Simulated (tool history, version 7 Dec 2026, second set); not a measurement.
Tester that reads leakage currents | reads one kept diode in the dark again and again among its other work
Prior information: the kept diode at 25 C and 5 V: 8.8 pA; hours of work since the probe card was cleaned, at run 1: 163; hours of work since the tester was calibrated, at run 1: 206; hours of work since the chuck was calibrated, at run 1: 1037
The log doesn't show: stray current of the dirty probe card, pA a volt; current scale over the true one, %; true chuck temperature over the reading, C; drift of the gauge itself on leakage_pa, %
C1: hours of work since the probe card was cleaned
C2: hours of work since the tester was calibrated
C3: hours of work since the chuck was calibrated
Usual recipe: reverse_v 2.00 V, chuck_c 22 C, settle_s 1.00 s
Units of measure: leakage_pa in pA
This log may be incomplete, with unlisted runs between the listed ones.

{"run": 1, "hour": 0.0, "reverse_v": 2.0, "chuck_c": 22, "settle_s": 1.0, "C1": 163, "C2": 206, "C3": 1037, "leakage_pa": 5.52}
{"run": 2, "hour": 32.5, "reverse_v": 2.0, "chuck_c": 22, "settle_s": 1.0, "C1": 185, "C2": 228, "C3": 1059, "leakage_pa": 5.58}
{"run": 3, "hour": 60.9, "reverse_v": 3.82, "chuck_c": 22, "settle_s": 1.0, "C1": 204, "C2": 247, "C3": 1078, "leakage_pa": 7.88}
{"run": 4, "hour": 86.3, "reverse_v": 2.0, "chuck_c": 22, "settle_s": 1.0, "C1": 221, "C2": 264, "C3": 1095, "leakage_pa": 5.84}
{"run": 5, "hour": 110.1, "reverse_v": 2.0, "chuck_c": 22, "settle_s": 1.0, "C1": 237, "C2": 280, "C3": 1111, "leakage_pa": 5.81}
{"run": 6, "hour": 127.6, "reverse_v": 2.0, "chuck_c": 22, "settle_s": 1.0, "C1": 248, "C2": 292, "C3": 1123, "leakage_pa": 5.65}
{"run": 7, "hour": 142.8, "reverse_v": 2.0, "chuck_c": 22, "settle_s": 1.0, "C1": 259, "C2": 302, "C3": 1133, "leakage_pa": 5.78}
{"run": 8, "hour": 178.8, "reverse_v": 2.0, "chuck_c": 22, "settle_s": 1.0, "C1": 283, "C2": 326, "C3": 1157, "leakage_pa": 5.81}
{"run": 9, "hour": 213.7, "reverse_v": 2.0, "chuck_c": 22, "settle_s": 1.0, "C1": 306, "C2": 349, "C3": 1181, "leakage_pa": 5.83}
{"run": 10, "hour": 244.1, "reverse_v": 2.0, "chuck_c": 22, "settle_s": 1.0, "C1": 326, "C2": 370, "C3": 1201, "leakage_pa": 5.98}
{"run": 11, "hour": 271.0, "reverse_v": 2.0, "chuck_c": 22, "settle_s": 1.0, "C1": 344, "C2": 388, "C3": 1219, "leakage_pa": 5.92}
{"run": 12, "hour": 286.9, "reverse_v": 2.19, "chuck_c": 45, "settle_s": 6.57, "C1": 355, "C2": 398, "C3": 1230, "leakage_pa": 28.18}
{"run": 13, "hour": 310.2, "reverse_v": 12.85, "chuck_c": 25, "settle_s": 1.48, "C1": 371, "C2": 414, "C3": 1245, "leakage_pa": 18.99}
{"run": 14, "hour": 327.1, "reverse_v": 12.85, "chuck_c": 25, "settle_s": 1.48, "C1": 382, "C2": 425, "C3": 1257, "leakage_pa": 19.24}
{"run": 15, "hour": 353.5, "reverse_v": 12.85, "chuck_c": 25, "settle_s": 1.48, "C1": 400, "C2": 443, "C3": 1275, "leakage_pa": 19.4}
{"run": 16, "hour": 374.5, "reverse_v": 5.59, "chuck_c": 22, "settle_s": 0.45, "C1": 414, "C2": 457, "C3": 1289, "leakage_pa": 12.69}
{"run": 17, "hour": 395.9, "reverse_v": 2.0, "chuck_c": 39, "settle_s": 0.31, "C1": 428, "C2": 471, "C3": 1303, "leakage_pa": 19.8}
{"run": 18, "hour": 431.4, "reverse_v": 2.0, "chuck_c": 39, "settle_s": 0.31, "C1": 452, "C2": 495, "C3": 1327, "leakage_pa": 20.04}
{"run": 19, "hour": 467.9, "reverse_v": 13.67, "chuck_c": 39, "settle_s": 2.61, "C1": 477, "C2": 520, "C3": 1351, "leakage_pa": 43.49}
{"run": 20, "hour": 485.3, "reverse_v": 13.67, "chuck_c": 39, "settle_s": 2.61, "C1": 488, "C2": 531, "C3": 1363, "leakage_pa": 43.71}
{"run": 21, "hour": 507.1, "reverse_v": 8.26, "chuck_c": 24, "settle_s": 2.72, "C1": 503, "C2": 546, "C3": 1378, "leakage_pa": 14.24}

Predict the results of run 22:
{"run": 22, "hour": 529.3, "reverse_v": 2.0, "chuck_c": 22, "settle_s": 1.75, "C1": 518, "C2": 561, "C3": 1392, "leakage_pa": "?"}

{"run 22": {"leakage_pa": 5.97}}
If the tool had no hidden condition, the same run with the same run-to-run variation would have returned leakage_pa 5.27 pA.
